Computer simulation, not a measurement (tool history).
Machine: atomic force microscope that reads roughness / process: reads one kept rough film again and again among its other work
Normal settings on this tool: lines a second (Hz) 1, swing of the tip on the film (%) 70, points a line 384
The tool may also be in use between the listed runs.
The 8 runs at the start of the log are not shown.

| run | hour | lines a second (Hz) | swing of the tip on the film (%) | points a line | pictures with this tip | hours of work since the height scale was calibrated | roughness of the kept film (nm (root mean square)) |
|---|---|---|---|---|---|---|---|
| 9 | 73.7 | 0.64 | 77 | 384 | 18 | 269 | 0.6003 |
| 10 | 88.5 | 0.64 | 77 | 384 | 31 | 275 | 0.5993 |
| 11 | 100 | 0.64 | 77 | 384 | 40 | 280 | 0.5997 |
| 12 | 112.7 | 0.64 | 77 | 384 | 51 | 285 | 0.6023 |
| 13 | 122.5 | 1 | 85 | 384 | 59 | 289 | 0.575 |
| 14 | 134.7 | 1 | 85 | 384 | 69 | 294 | 0.5736 |
| 15 | 142.7 | 1 | 85 | 384 | 76 | 297 | 0.5744 |
| 16 | 151.4 | 2.48 | 70 | 384 | 83 | 301 | 0.5664 |
|  | 153.5 | height scale calibrated on a step standard |
| 17 | 160.8 | 1 | 57 | 384 | 90 | 3 | 0.6066 |
| 18 | 175.9 | 1 | 57 | 384 | 103 | 9 | 0.6077 |
| 19 | 188.1 | 1 | 57 | 384 | 113 | 14 | 0.6055 |
|  | 193.4 | new tip fitted |
| 20 | 201.9 | 1 | 67 | 384 | 7 | 19 | 0.6047 |
| 21 | 216.8 | 1 | 70 | 384 | 19 | 25 | 0.6009 |
| 22 | 227 | 1 | 70 | 384 | 28 | 29 | 0.6016 |
|  | 231.3 | height scale calibrated on a step standard, once more |
| 23 | 236.2 | 1 | 70 | 533 | 35 | 2 | 0.6042 |
| 24 | 246.5 | 1 | 75 | 384 | 43 | 6 | 0.5975 |
| 25 | 256.9 | 1 | 75 | 384 | 52 | 10 | 0.5953 |
| 26 | 266.8 | 1 | 70 | 384 | 60 | 14 | 0.6031 |
| 27 | 276.3 | 1 | 70 | 468 | 68 | 18 | 0.6023 |
| 28 | 285.1 | 0.53 | 62 | 614 | 76 | 22 | 0.6158 |
| 29 | 292.8 | 1 | 76 | 384 | 82 | 25 | 0.5934 |
| 30 | 299.7 | 1 | 76 | 384 | 88 | 28 | 0.5927 |

Expected results for the next run?
| 31 | 308.3 | 3.19 | 76 | 555 | 95 | 31 | ? |

Run 31 measured roughness of the kept film (nm (root mean square)) 0.5376.
The same run, on a tool lacking any hidden state, would have yielded roughness of the kept film (nm (root mean square)) 0.5416.
